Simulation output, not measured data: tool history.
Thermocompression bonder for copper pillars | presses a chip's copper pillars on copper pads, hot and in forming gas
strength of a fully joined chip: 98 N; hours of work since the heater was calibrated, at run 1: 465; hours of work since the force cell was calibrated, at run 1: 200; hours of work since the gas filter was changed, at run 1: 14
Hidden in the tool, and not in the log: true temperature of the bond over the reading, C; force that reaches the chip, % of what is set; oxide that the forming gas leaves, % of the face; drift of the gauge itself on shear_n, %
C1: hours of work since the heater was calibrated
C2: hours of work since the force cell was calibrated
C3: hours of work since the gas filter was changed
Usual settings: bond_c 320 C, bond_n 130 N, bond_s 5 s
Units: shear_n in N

{"run": 1, "hour": 0.0, "bond_c": 320, "bond_n": 130, "bond_s": 5, "C1": 465, "C2": 200, "C3": 14, "shear_n": 61.7}
{"run": 2, "hour": 23.8, "bond_c": 320, "bond_n": 130, "bond_s": 5, "C1": 483, "C2": 218, "C3": 32, "shear_n": 64.3}
{"run": 3, "hour": 52.8, "bond_c": 304, "bond_n": 130, "bond_s": 5, "C1": 505, "C2": 240, "C3": 54, "shear_n": 53.3}
{"run": 4, "hour": 87.0, "bond_c": 304, "bond_n": 130, "bond_s": 5, "C1": 531, "C2": 266, "C3": 80, "shear_n": 53.8}
{"hour": 93.2, "done": "heater calibrated with a thermocouple chip"}
{"hour": 124.9, "done": "forming gas filter changed"}
{"run": 5, "hour": 130.1, "bond_c": 297, "bond_n": 130, "bond_s": 5, "C1": 28, "C2": 296, "C3": 4, "shear_n": 51.0}
{"run": 6, "hour": 179.8, "bond_c": 297, "bond_n": 151, "bond_s": 5, "C1": 65, "C2": 334, "C3": 42, "shear_n": 56.4}
{"run": 7, "hour": 215.6, "bond_c": 320, "bond_n": 91, "bond_s": 5, "C1": 93, "C2": 361, "C3": 69, "shear_n": 47.4}
{"run": 8, "hour": 258.2, "bond_c": 320, "bond_n": 91, "bond_s": 5, "C1": 125, "C2": 394, "C3": 101, "shear_n": 47.3}
{"hour": 270.5, "done": "forming gas filter changed"}
{"run": 9, "hour": 299.8, "bond_c": 320, "bond_n": 91, "bond_s": 5, "C1": 156, "C2": 425, "C3": 22, "shear_n": 47.6}
{"run": 10, "hour": 328.5, "bond_c": 320, "bond_n": 91, "bond_s": 5, "C1": 178, "C2": 447, "C3": 44, "shear_n": 46.9}
{"run": 11, "hour": 384.3, "bond_c": 320, "bond_n": 91, "bond_s": 5, "C1": 220, "C2": 489, "C3": 86, "shear_n": 48.8}
{"hour": 411.2, "done": "forming gas filter changed"}
{"run": 12, "hour": 430.8, "bond_c": 320, "bond_n": 91, "bond_s": 5, "C1": 255, "C2": 524, "C3": 15, "shear_n": 47.7}
{"run": 13, "hour": 484.4, "bond_c": 320, "bond_n": 91, "bond_s": 5, "C1": 296, "C2": 565, "C3": 56, "shear_n": 47.4}
{"run": 14, "hour": 535.7, "bond_c": 301, "bond_n": 130, "bond_s": 5, "C1": 335, "C2": 603, "C3": 94, "shear_n": 52.1}
{"hour": 553.3, "done": "forming gas filter changed"}
{"run": 15, "hour": 572.5, "bond_c": 320, "bond_n": 130, "bond_s": 5, "C1": 362, "C2": 631, "C3": 15, "shear_n": 61.4}
{"run": 16, "hour": 606.6, "bond_c": 320, "bond_n": 130, "bond_s": 5, "C1": 388, "C2": 657, "C3": 40, "shear_n": 63.3}
{"run": 17, "hour": 658.8, "bond_c": 320, "bond_n": 130, "bond_s": 5, "C1": 428, "C2": 696, "C3": 80, "shear_n": 61.3}
{"run": 18, "hour": 682.9, "bond_c": 320, "bond_n": 130, "bond_s": 5, "C1": 446, "C2": 715, "C3": 98, "shear_n": 61.3}
{"hour": 694.2, "done": "forming gas filter changed"}
{"run": 19, "hour": 708.1, "bond_c": 320, "bond_n": 130, "bond_s": 5, "C1": 465, "C2": 733, "C3": 11, "shear_n": 61.4}
{"run": 20, "hour": 732.1, "bond_c": 310, "bond_n": 130, "bond_s": 7, "C1": 483, "C2": 752, "C3": 29, "shear_n": 62.1}
{"run": 21, "hour": 776.6, "bond_c": 314, "bond_n": 131, "bond_s": 5, "C1": 517, "C2": 785, "C3": 62, "shear_n": 59.7}
{"hour": 800.4, "done": "heater calibrated with a thermocouple chip"}
{"run": 22, "hour": 803.8, "bond_c": 332, "bond_n": 135, "bond_s": 14, "C1": 3, "C2": 805, "C3": 82, "shear_n": 85.9}
{"hour": 837.9, "done": "forming gas filter changed"}
{"run": 23, "hour": 846.0, "bond_c": 340, "bond_n": 109, "bond_s": 6, "C1": 34, "C2": 836, "C3": 6, "shear_n": 67.9}
{"run": 24, "hour": 873.4, "bond_c": 317, "bond_n": 100, "bond_s": 4, "C1": 55, "C2": 857, "C3": 27, "shear_n": 45.9}
{"run": 25, "hour": 929.1, "bond_c": 317, "bond_n": 187, "bond_s": 8, "C1": 97, "C2": 899, "C3": 69, "shear_n": 83.3}
{"run": 26, "hour": 957.4, "bond_c": 317, "bond_n": 108, "bond_s": 8, "C1": 119, "C2": 921, "C3": 91, "shear_n": 61.3}
{"hour": 981.0, "done": "forming gas filter changed"}
{"run": 27, "hour": 1002.1, "bond_c": 299, "bond_n": 92, "bond_s": 3, "C1": 152, "C2": 954, "C3": 16, "shear_n": 30.7}
{"run": 28, "hour": 1032.6, "bond_c": 324, "bond_n": 155, "bond_s": 14, "C1": 175, "C2": 977, "C3": 39, "shear_n": 87.9}
{"run": 29, "hour": 1071.0, "bond_c": 344, "bond_n": 155, "bond_s": 10, "C1": 205, "C2": 1007, "C3": 68, "shear_n": 88.3}
{"run": 30, "hour": 1108.7, "bond_c": 310, "bond_n": 88, "bond_s": 7, "C1": 233, "C2": 1035, "C3": 97, "shear_n": 45.9}
{"hour": 1122.4, "done": "forming gas filter changed"}
{"run": 31, "hour": 1143.5, "bond_c": 310, "bond_n": 88, "bond_s": 7, "C1": 259, "C2": 1061, "C3": 16, "shear_n": 46.5}
{"run": 32, "hour": 1201.0, "bond_c": 310, "bond_n": 86, "bond_s": 8, "C1": 303, "C2": 1105, "C3": 60, "shear_n": 47.7}
{"run": 33, "hour": 1230.8, "bond_c": 310, "bond_n": 86, "bond_s": 8, "C1": 325, "C2": 1127, "C3": 82, "shear_n": 47.0}
{"hour": 1265.6, "done": "forming gas filter changed"}
{"run": 34, "hour": 1270.1, "bond_c": 310, "bond_n": 110, "bond_s": 4, "C1": 355, "C2": 1157, "C3": 3, "shear_n": 46.4}
{"run": 35, "hour": 1293.9, "bond_c": 334, "bond_n": 153, "bond_s": 7, "C1": 373, "C2": 1175, "C3": 22, "shear_n": 80.8}
{"run": 36, "hour": 1336.3, "bond_c": 311, "bond_n": 181, "bond_s": 9, "C1": 405, "C2": 1207, "C3": 54, "shear_n": 81.1}
{"hour": 1370.0, "done": "force cell calibrated"}
{"run": 37, "hour": 1381.4, "bond_c": 324, "bond_n": 104, "bond_s": 8, "C1": 438, "C2": 9, "C3": 87, "shear_n": 63.2}

3 ways to go on from here, each from the tool as it stands after run 37. What would each give?
{"hour": 1411.7, "done": "forming gas filter changed"}
{"run": "A", "hour": 1412.1, "bond_c": 300, "bond_n": 104, "bond_s": 8, "C1": 461, "C2": 32, "C3": 0, "shear_n": "?"}
{"hour": 1411.7, "done": "forming gas filter changed"}
{"run": "B", "hour": 1412.1, "bond_c": 320, "bond_n": 130, "bond_s": 6, "C1": 461, "C2": 32, "C3": 0, "shear_n": "?"}
{"hour": 1411.7, "done": "forming gas filter changed"}
{"run": "C", "hour": 1412.1, "bond_c": 320, "bond_n": 179, "bond_s": 5, "C1": 461, "C2": 32, "C3": 0, "shear_n": "?"}

run=A shear_n=50.2
run=B shear_n=64.2
run=C shear_n=76.0
Without the tool's hidden state the same runs would have given:
run=A shear_n=50.3
run=B shear_n=64.3
run=C shear_n=76.2
